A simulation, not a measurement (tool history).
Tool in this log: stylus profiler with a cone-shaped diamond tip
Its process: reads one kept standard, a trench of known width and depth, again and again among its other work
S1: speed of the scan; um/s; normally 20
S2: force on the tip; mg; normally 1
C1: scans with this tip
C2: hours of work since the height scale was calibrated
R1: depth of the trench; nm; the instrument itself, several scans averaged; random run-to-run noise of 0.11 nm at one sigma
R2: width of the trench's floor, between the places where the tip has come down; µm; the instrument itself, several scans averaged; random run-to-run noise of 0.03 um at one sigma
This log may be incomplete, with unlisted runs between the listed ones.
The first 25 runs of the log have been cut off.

run   hour  S1    S2    C1   C2      R1     R2
 26  239.2  20  2.31  1908  143   202.4  17.97
 27  250.7  15  0.94  1974  148  201.42  17.93
 28  257.1  15  0.94  2011  151   201.4  17.98
 29  271.2  13  0.89  2092  157  201.55  17.92
 30  279.2  13  0.89  2137  161  201.34  17.95
 31  290.6  13  0.89  2202  166  201.18  18.04
 32  302.9  50   1.1  2273  171  201.67  17.76
 33  316.1   8     1  2349  177  201.51  17.98
 34  325.2  10  2.59  2401  180  202.57  18.05
 35  339.1  10   0.7  2480  186  201.17  17.95
 36  350.2  20  0.95  2543  191  201.25  17.94
 37  362.5  20  0.95  2614  196  201.33  17.95
 38  375.7  33  2.75  2689  202  202.76  17.87
 39  390.1  33  2.75  2772  208  202.76  17.94
 40  397.9  23  1.06  2816  212  201.49  17.92
 41    410  34  0.98  2886  217  201.27  17.88
 42  423.8   9  0.79  2965  223  201.18  18.04
 43  435.3  20  1.36  3030  228  201.85  17.94

5 ways to go on from here, each from the tool as it stands after run 43. What would each give?
  A  448.5   7  0.89  3106  233   ?   ?
  B  448.5  13  0.34  3106  233   ?   ?
  C  448.5  20  0.96  3106  233   ?   ?
  D  448.5  20  2.81  3106  233   ?   ?
  E  448.5  14   2.9  3106  233   ?   ?

run      R1     R2
  A  201.29  17.99
  B  200.79   17.9
  C  201.23  17.93
  D  202.77  17.97
  E  202.86     18
Without the tool's hidden state the same runs would have given:
run      R1     R2
  A  201.29  17.99
  B  200.78   17.9
  C  201.23  17.94
  D  202.77  17.98
  E  202.86     18

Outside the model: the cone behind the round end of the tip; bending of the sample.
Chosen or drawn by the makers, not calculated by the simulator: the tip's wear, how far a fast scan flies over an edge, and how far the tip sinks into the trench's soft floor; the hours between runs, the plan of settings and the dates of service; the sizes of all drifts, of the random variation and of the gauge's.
